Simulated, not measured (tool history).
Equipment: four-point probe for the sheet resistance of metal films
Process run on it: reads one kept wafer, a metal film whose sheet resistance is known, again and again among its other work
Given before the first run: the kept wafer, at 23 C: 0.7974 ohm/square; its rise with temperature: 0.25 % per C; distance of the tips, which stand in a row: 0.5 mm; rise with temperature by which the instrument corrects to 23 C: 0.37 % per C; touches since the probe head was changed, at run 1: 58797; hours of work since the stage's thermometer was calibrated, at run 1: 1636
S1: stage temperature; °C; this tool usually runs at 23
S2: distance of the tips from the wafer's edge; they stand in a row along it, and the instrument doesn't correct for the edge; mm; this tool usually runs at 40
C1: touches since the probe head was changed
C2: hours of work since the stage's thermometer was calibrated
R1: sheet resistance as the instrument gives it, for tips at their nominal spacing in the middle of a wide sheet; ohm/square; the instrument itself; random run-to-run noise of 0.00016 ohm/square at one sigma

Run 1, hour 0: usual settings; C1 58797; C2 1636. Result: R1 0.805866 ohm/square.
Run 2, hour 45.6: usual settings but S2 8 mm; C1 59837; C2 1666. Result: R1 0.807821 ohm/square.
Run 3, hour 84.4: usual settings but S2 8 mm; C1 60722; C2 1692. Result: R1 0.807734 ohm/square.
Run 4, hour 164: usual settings; C1 62536; C2 1745. Result: R1 0.806318 ohm/square.
Run 5, hour 218.1: usual settings; C1 63770; C2 1781. Result: R1 0.806545 ohm/square.
Run 6, hour 280.5: usual settings but S1 28 °C; C1 65193; C2 1823. Result: R1 0.801996 ohm/square.
Run 7, hour 370.4: usual settings but S1 28 °C; C1 67243; C2 1883. Result: R1 0.802336 ohm/square.
Run 8, hour 458.2: usual settings but S1 33 °C; C1 69245; C2 1941. Result: R1 0.79805 ohm/square.
Run 9, hour 505.7: usual settings but S1 33 °C; C1 70326; C2 1973. Result: R1 0.798079 ohm/square.
Run 10, hour 547.4: usual settings; C1 71278; C2 2001. Result: R1 0.806942 ohm/square.
Run 11, hour 616.1: usual settings but S2 4 mm; C1 72843; C2 2046. Result: R1 0.814062 ohm/square.
At hour 646.1: new probe head fitted.
Run 12, hour 690.1: usual settings but S2 4 mm; C1 1002; C2 2095. Result: R1 0.802791 ohm/square.
Run 13, hour 773.5: usual settings but S1 19 °C, S2 4 mm; C1 2905; C2 2151. Result: R1 0.806902 ohm/square.
At hour 825.3: stage's thermometer calibrated.
Run 14, hour 848.7: usual settings but S1 35 °C; C1 4609; C2 16. Result: R1 0.785427 ohm/square.
Run 15, hour 937.7: usual settings but S1 35 °C; C1 6637; C2 75. Result: R1 0.785958 ohm/square.
Run 16, hour 977.7: usual settings but S1 35 °C; C1 7549; C2 102. Result: R1 0.785824 ohm/square.
Run 17, hour 1025.5: usual settings but S2 9 mm; C1 8639; C2 133. Result: R1 0.797975 ohm/square.
Run 18, hour 1070.2: usual settings; C1 9658; C2 163. Result: R1 0.796359 ohm/square.
Run 19, hour 1126.1: usual settings but S2 41 mm; C1 10932; C2 201. Result: R1 0.796722 ohm/square.
Run 20, hour 1217.9: usual settings but S2 41 mm; C1 13025; C2 262. Result: R1 0.797393 ohm/square.
Run 21, hour 1277.6: usual settings but S2 41 mm; C1 14387; C2 302. Result: R1 0.797231 ohm/square.
Run 22, hour 1368.1: usual settings but S2 41 mm; C1 16450; C2 362. Result: R1 0.797593 ohm/square.
Run 23, hour 1411.2: usual settings but S2 41 mm; C1 17432; C2 391. Result: R1 0.797975 ohm/square.
Run 24, hour 1466.3: usual settings but S1 21 °C, S2 11 mm; C1 18688; C2 427. Result: R1 0.800325 ohm/square.
Run 25, hour 1537.3: usual settings but S1 21 °C, S2 11 mm; C1 20308; C2 475. Result: R1 0.800724 ohm/square.
Run 26, hour 1630.5: usual settings but S1 21 °C, S2 11 mm; C1 22432; C2 537. Result: R1 0.800634 ohm/square.
Run 27, hour 1676.7: usual settings but S1 22 °C, S2 6 mm; C1 23486; C2 568. Result: R1 0.80202 ohm/square.
Run 28, hour 1761.3: usual settings but S1 19 °C, S2 3 mm; C1 25415; C2 624. Result: R1 0.813959 ohm/square.
Run 29, hour 1834.7: usual settings but S1 19 °C, S2 3 mm; C1 27087; C2 673. Result: R1 0.81405 ohm/square.
Run 30, hour 1909.4: usual settings but S2 4 mm; C1 28790; C2 723. Result: R1 0.805341 ohm/square.
Run 31, hour 1955.8: usual settings but S1 19 °C, S2 4 mm; C1 29849; C2 754. Result: R1 0.809399 ohm/square.
Run 32, hour 2018.7: usual settings but S1 19 °C, S2 4 mm; C1 31283; C2 796. Result: R1 0.809524 ohm/square.
Run 33, hour 2075.6: usual settings but S1 19 °C, S2 4 mm; C1 32579; C2 834. Result: R1 0.809621 ohm/square.
Run 34, hour 2130.7: usual settings but S1 19 °C, S2 4 mm; C1 33837; C2 870. Result: R1 0.810001 ohm/square.
Run 35, hour 2205.3: usual settings but S1 22 °C, S2 4 mm; C1 35537; C2 920. Result: R1 0.807118 ohm/square.
Run 36, hour 2281.2: usual settings but S1 22 °C, S2 4 mm; C1 37267; C2 971. Result: R1 0.807141 ohm/square.
Run 37, hour 2365.5: usual settings but S1 21 °C, S2 37 mm; C1 39190; C2 1027. Result: R1 0.802249 ohm/square.
Run 38, hour 2448: usual settings but S1 31 °C, S2 5 mm; C1 41071; C2 1082. Result: R1 0.796912 ohm/square.
Run 39, hour 2528: usual settings but S1 31 °C, S2 5 mm; C1 42895; C2 1135. Result: R1 0.797424 ohm/square.
Run 40, hour 2617.7: usual settings but S1 19 °C, S2 12 mm; C1 44939; C2 1195. Result: R1 0.805247 ohm/square.
Run 41, hour 2698: usual settings but S1 19 °C, S2 12 mm; C1 46770; C2 1249. Result: R1 0.805062 ohm/square.
Run 42, hour 2768.9: usual settings but S1 32 °C, S2 4 mm; C1 48387; C2 1296. Result: R1 0.799516 ohm/square.
Run 43, hour 2831: usual settings but S1 32 °C, S2 4 mm; C1 49804; C2 1337. Result: R1 0.799484 ohm/square.
Run 44, hour 2905.3: usual settings but S1 34 °C, S2 60 mm; C1 51498; C2 1387. Result: R1 0.791477 ohm/square.
Run 45, hour 2986.4: usual settings but S1 21 °C, S2 7 mm; C1 53345; C2 1441. Result: R1 0.805578 ohm/square.

Each row is a separate what-if for the run after 45, all from the same tool condition, not one after another. Results?
Run A, hour 3056.7: usual settings but S1 21 °C, S2 5 mm; C1 54949; C2 1488. Result: R1 ?.
Run B, hour 3056.7: usual settings but S2 3 mm; C1 54949; C2 1488. Result: R1 ?.
Run C, hour 3056.7: usual settings but S1 34 °C; C1 54949; C2 1488. Result: R1 ?.
Run D, hour 3056.7: usual settings but S1 29 °C; C1 54949; C2 1488. Result: R1 ?.

run        R1
  A  0.807686
  B  0.813266
  C  0.791744
  D  0.796307
Without the tool's hidden state the same runs would have given:
run        R1
  A  0.803412
  B  0.808967
  C  0.787568
  D  0.792102
